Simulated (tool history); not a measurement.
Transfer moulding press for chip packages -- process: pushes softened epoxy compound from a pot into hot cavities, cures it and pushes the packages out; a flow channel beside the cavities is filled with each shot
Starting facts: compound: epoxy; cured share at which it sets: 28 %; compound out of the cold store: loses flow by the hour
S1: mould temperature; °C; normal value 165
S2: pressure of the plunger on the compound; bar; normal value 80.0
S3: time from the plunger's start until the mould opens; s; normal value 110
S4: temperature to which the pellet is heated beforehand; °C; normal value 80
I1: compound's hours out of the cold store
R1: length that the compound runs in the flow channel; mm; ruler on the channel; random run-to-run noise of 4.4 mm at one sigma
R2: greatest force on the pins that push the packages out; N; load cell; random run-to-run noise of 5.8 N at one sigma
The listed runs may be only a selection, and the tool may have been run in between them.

{"run": 1, "hour": 0.0, "S1": 165, "S2": 80.0, "S3": 110, "S4": 80, "I1": 43.8, "R1": 674, "R2": 294}
{"hour": 25.8, "done": "cavities cleaned with cleaning compound and waxed"}
{"run": 2, "hour": 52.4, "S1": 165, "S2": 80.0, "S3": 110, "S4": 80, "I1": 34.2, "R1": 709, "R2": 270}
{"hour": 97.1, "done": "cavities cleaned with cleaning compound and waxed"}
{"run": 3, "hour": 97.1, "S1": 165, "S2": 80.0, "S3": 110, "S4": 80, "I1": 42.3, "R1": 668, "R2": 224}
{"run": 4, "hour": 128.9, "S1": 165, "S2": 80.0, "S3": 110, "S4": 80, "I1": 21.1, "R1": 753, "R2": 264}
{"run": 5, "hour": 165.9, "S1": 165, "S2": 80.0, "S3": 120, "S4": 80, "I1": 47.7, "R1": 644, "R2": 286}
{"hour": 172.6, "done": "cavities cleaned with cleaning compound and waxed"}
{"run": 6, "hour": 200.2, "S1": 165, "S2": 80.0, "S3": 120, "S4": 80, "I1": 43.2, "R1": 665, "R2": 249}
{"run": 7, "hour": 225.8, "S1": 165, "S2": 80.0, "S3": 120, "S4": 80, "I1": 15.6, "R1": 778, "R2": 282}
{"hour": 243.8, "done": "cavities cleaned with cleaning compound and waxed"}
{"run": 8, "hour": 262.4, "S1": 165, "S2": 99.2, "S3": 91, "S4": 80, "I1": 36.4, "R1": 762, "R2": 342}
{"hour": 317.2, "done": "cavities cleaned with cleaning compound and waxed"}
{"run": 9, "hour": 323.8, "S1": 163, "S2": 60.6, "S3": 140, "S4": 78, "I1": 9.7, "R1": 701, "R2": 219}
{"run": 10, "hour": 369.8, "S1": 163, "S2": 60.6, "S3": 140, "S4": 78, "I1": 30.0, "R1": 625, "R2": 267}
{"hour": 380.4, "done": "plunger's sealing rings changed"}
{"hour": 392.8, "done": "cavities cleaned with cleaning compound and waxed"}
{"run": 11, "hour": 421.6, "S1": 163, "S2": 60.6, "S3": 136, "S4": 78, "I1": 10.5, "R1": 747, "R2": 258}
{"run": 12, "hour": 457.2, "S1": 163, "S2": 60.6, "S3": 136, "S4": 78, "I1": 14.3, "R1": 729, "R2": 279}

Pick out some run-to-run changes in R1. Of each, how much would a tool without hidden state show as well, from the settings, what came in and chance, and how much is left for the hidden state and any gauge scatter not in both results compared?
Unlogged tool condition in this case: true mould temperature over the reading, C; pressure that reaches the compound, % of what is set; grip of the stained cavities, % over clean ones'; drift of the gauge itself on flow_mm, %; drift of the gauge itself on push_out_n, %.
Run 10 -> 11: S3 140 -> 136, plunger's sealing rings changed, cavities cleaned with cleaning compound and waxed. R1 +122 mm: hidden state +43, all else +79.
